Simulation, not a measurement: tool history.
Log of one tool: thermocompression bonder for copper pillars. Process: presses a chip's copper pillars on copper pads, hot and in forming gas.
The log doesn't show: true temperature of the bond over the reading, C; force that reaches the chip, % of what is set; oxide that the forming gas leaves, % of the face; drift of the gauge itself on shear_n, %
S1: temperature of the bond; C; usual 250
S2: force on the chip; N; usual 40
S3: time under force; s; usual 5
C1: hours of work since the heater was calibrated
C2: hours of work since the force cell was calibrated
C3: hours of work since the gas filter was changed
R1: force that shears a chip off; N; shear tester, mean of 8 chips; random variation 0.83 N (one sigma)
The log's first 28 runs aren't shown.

run   hour   S1  S2  S3   C1   C2   C3     R1
 29  549.9  250  40   4  466  545  106   59.7
 30  574.1  250  27  10  479  558  120   56.7
 31  592.8  248  50  14  490  568  130    110
 32    606  248  50  14  497  575  137  107.1
 33    625  254  26  14  507  586  147   66.3
 34  644.4  254  26  14  518  596  158   66.5
 35  669.4  254  42   3  531  610  172   60.5
     685.1  -- forming gas filter changed
 36  686.8  249  40   5  541  619    1   63.8
 37    702  249  40   5  549  628    9   63.7
 38  723.7  249  40   5  561  639   21   65.3
 39  737.7  250  27   5  569  647   29     41

Forecast each of these 5 alternatives for the next run:
  A  761.6  250  49  10  582  660  42   ?
  B  761.6  224  27   5  582  660  42   ?
  C  761.6  250  27   3  582  660  42   ?
  D  761.6  228  43   7  582  660  42   ?
  E  761.6  227  27   9  582  660  42   ?

run    R1
  A  98.5
  B  24.8
  C  33.6
  D  54.9
  E  33.6
Without the tool's hidden state the same runs would have given:
run    R1
  A  98.9
  B  24.9
  C  33.8
  D  55.2
  E  33.8
